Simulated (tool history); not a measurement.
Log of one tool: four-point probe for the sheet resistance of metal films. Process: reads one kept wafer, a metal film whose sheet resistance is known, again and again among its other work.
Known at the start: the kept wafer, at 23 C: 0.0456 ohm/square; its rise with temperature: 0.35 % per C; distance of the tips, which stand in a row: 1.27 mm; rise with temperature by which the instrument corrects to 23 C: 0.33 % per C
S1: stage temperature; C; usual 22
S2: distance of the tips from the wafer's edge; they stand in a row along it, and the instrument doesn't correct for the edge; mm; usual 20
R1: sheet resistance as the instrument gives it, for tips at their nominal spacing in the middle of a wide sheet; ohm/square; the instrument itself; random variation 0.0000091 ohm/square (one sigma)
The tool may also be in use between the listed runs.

run 1 hour=0.0 | S1=22 S2=20 | R1=0.045464
run 2 hour=10.2 | S1=22 S2=9 | R1=0.045829
run 3 hour=20.5 | S1=22 S2=5 | R1=0.046881
run 4 hour=35.6 | S1=22 S2=5 | R1=0.046866
run 5 hour=42.2 | S1=22 S2=5 | R1=0.046847
run 6 hour=55.9 | S1=22 S2=5 | R1=0.046878
run 7 hour=64.9 | S1=22 S2=25 | R1=0.045406
run 8 hour=77.8 | S1=22 S2=20 | R1=0.045435
run 9 hour=87.0 | S1=22 S2=20 | R1=0.045440
run 10 hour=97.3 | S1=20 S2=20 | R1=0.045434
run 11 hour=107.4 | S1=20 S2=20 | R1=0.045431
run 12 hour=120.5 | S1=20 S2=20 | R1=0.045439
run 13 hour=126.6 | S1=20 S2=20 | R1=0.045437
run 14 hour=136.3 | S1=22 S2=20 | R1=0.045432
run 15 hour=142.6 | S1=22 S2=20 | R1=0.045428
run 16 hour=153.1 | S1=22 S2=16 | R1=0.045482
run 17 hour=165.9 | S1=22 S2=16 | R1=0.045489
run 18 hour=174.2 | S1=22 S2=20 | R1=0.045444
run 19 hour=186.6 | S1=22 S2=20 | R1=0.045436
run 20 hour=197.6 | S1=22 S2=20 | R1=0.045443
run 21 hour=211.5 | S1=22 S2=20 | R1=0.045423
run 22 hour=218.1 | S1=22 S2=20 | R1=0.045428
run 23 hour=224.6 | S1=33 S2=3 | R1=0.049376
run 24 hour=231.0 | S1=33 S2=3 | R1=0.049378
run 25 hour=240.1 | S1=33 S2=3 | R1=0.049382
run 26 hour=254.2 | S1=33 S2=3 | R1=0.049357
run 27 hour=269.0 | S1=27 S2=19 | R1=0.045476
run 28 hour=284.1 | S1=27 S2=19 | R1=0.045474
run 29 hour=291.6 | S1=30 S2=5 | R1=0.046917
run 30 hour=305.8 | S1=30 S2=5 | R1=0.046933
run 31 hour=314.6 | S1=30 S2=5 | R1=0.046902
run 32 hour=324.9 | S1=30 S2=5 | R1=0.046909
run 33 hour=337.0 | S1=22 S2=43 | R1=0.045337
run 34 hour=350.9 | S1=22 S2=8 | R1=0.045954
run 35 hour=359.2 | S1=22 S2=7 | R1=0.046094
run 36 hour=370.4 | S1=30 S2=13 | R1=0.045629
run 37 hour=384.3 | S1=24 S2=22 | R1=0.045411
run 38 hour=399.3 | S1=18 S2=13 | R1=0.045514
run 39 hour=408.2 | S1=18 S2=13 | R1=0.045543
run 40 hour=420.3 | S1=27 S2=20 | R1=0.045440
run 41 hour=428.4 | S1=27 S2=20 | R1=0.045452
run 42 hour=440.7 | S1=23 S2=4 | R1=0.047653
run 43 hour=453.0 | S1=29 S2=3 | R1=0.049334
run 44 hour=462.0 | S1=31 S2=12 | R1=0.045644

3 ways to go on from here, each from the tool as it stands after run 44. What would each give?
run A hour=476.5 | S1=31 S2=34 | R1=?
run B hour=476.5 | S1=23 S2=22 | R1=?
run C hour=476.5 | S1=24 S2=22 | R1=?

run=A R1=0.045410
run=B R1=0.045395
run=C R1=0.045395
Without the tool's hidden state the same runs would have given:
run=A R1=0.045688
run=B R1=0.045676
run=C R1=0.045675
